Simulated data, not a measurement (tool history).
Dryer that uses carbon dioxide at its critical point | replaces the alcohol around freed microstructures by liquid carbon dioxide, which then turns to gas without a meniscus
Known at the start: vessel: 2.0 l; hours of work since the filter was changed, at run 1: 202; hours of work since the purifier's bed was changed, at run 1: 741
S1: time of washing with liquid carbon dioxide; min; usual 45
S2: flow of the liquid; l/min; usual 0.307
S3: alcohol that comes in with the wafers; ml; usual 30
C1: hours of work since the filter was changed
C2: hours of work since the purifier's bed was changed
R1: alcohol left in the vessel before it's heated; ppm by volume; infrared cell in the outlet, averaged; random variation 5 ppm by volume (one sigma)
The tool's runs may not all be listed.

| run | hour | S1 | S2 | S3 | C1 | C2 | R1 |
|---|---|---|---|---|---|---|---|
| 1 | 0 | 45 | 0.307 | 30 | 202 | 741 | 173 |
| 2 | 33.9 | 45 | 0.307 | 30 | 218 | 757 | 189 |
| 3 | 63.2 | 45 | 0.307 | 27 | 232 | 771 | 182 |
| 4 | 86.8 | 45 | 0.307 | 30 | 243 | 783 | 198 |
| 5 | 108.9 | 45 | 0.267 | 30 | 254 | 793 | 256 |
| 6 | 137.1 | 45 | 0.267 | 30 | 267 | 807 | 274 |
| 7 | 175.9 | 45 | 0.307 | 30 | 286 | 825 | 210 |
| 8 | 204.9 | 45 | 0.307 | 30 | 300 | 839 | 214 |
| 9 | 225.8 | 45 | 0.307 | 30 | 310 | 849 | 208 |
| 10 | 253.9 | 45 | 0.307 | 88 | 323 | 862 | 364 |
|  | 270.7 | purifier's bed changed |
| 11 | 282 | 45 | 0.307 | 88 | 335 | 5 | 213 |
|  | 300.4 | inlet filter changed |
| 12 | 300.8 | 45 | 0.307 | 88 | 0 | 14 | 143 |
| 13 | 329.3 | 45 | 0.307 | 30 | 14 | 28 | 58 |
| 14 | 353.1 | 45 | 0.307 | 62 | 25 | 39 | 111 |
| 15 | 386.8 | 45 | 0.307 | 62 | 41 | 55 | 106 |
| 16 | 424.8 | 29 | 0.243 | 57 | 59 | 73 | 1458 |
| 17 | 448 | 29 | 0.243 | 57 | 70 | 84 | 1465 |
| 18 | 469.6 | 29 | 0.243 | 57 | 81 | 95 | 1550 |
| 19 | 489.4 | 29 | 0.243 | 57 | 90 | 104 | 1506 |
| 20 | 516.3 | 29 | 0.243 | 57 | 103 | 117 | 1542 |
| 21 | 544.5 | 60 | 0.369 | 30 | 117 | 130 | 22 |
| 22 | 582.3 | 60 | 0.369 | 30 | 135 | 148 | 26 |
| 23 | 608.7 | 60 | 0.369 | 43 | 147 | 161 | 35 |
| 24 | 635.7 | 33 | 0.369 | 112 | 160 | 174 | 422 |
| 25 | 673.3 | 33 | 0.255 | 37 | 178 | 192 | 626 |
| 26 | 706 | 33 | 0.255 | 37 | 194 | 207 | 655 |
| 27 | 724.8 | 45 | 0.374 | 114 | 203 | 216 | 105 |
| 28 | 751.4 | 42 | 0.452 | 114 | 215 | 229 | 83 |
| 29 | 790.4 | 45 | 0.327 | 110 | 234 | 248 | 190 |
| 30 | 808.7 | 45 | 0.345 | 116 | 243 | 257 | 162 |

5 ways to go on from here, each from the tool as it stands after run 30. What would each give?
| A | 840.3 | 50 | 0.325 | 113 | 258 | 272 | ? |
| B | 840.3 | 44 | 0.197 | 42 | 258 | 272 | ? |
| C | 840.3 | 45 | 0.25 | 59 | 258 | 272 | ? |
| D | 840.3 | 40 | 0.192 | 118 | 258 | 272 | ? |
| E | 840.3 | 42 | 0.307 | 27 | 258 | 272 | ? |

| run | R1 |
|---|---|
| A | 135 |
| B | 721 |
| C | 404 |
| D | 2777 |
| E | 138 |
Without the tool's hidden state the same runs would have given:
| run | R1 |
|---|---|
| A | 52 |
| B | 510 |
| C | 254 |
| D | 2130 |
| E | 67 |

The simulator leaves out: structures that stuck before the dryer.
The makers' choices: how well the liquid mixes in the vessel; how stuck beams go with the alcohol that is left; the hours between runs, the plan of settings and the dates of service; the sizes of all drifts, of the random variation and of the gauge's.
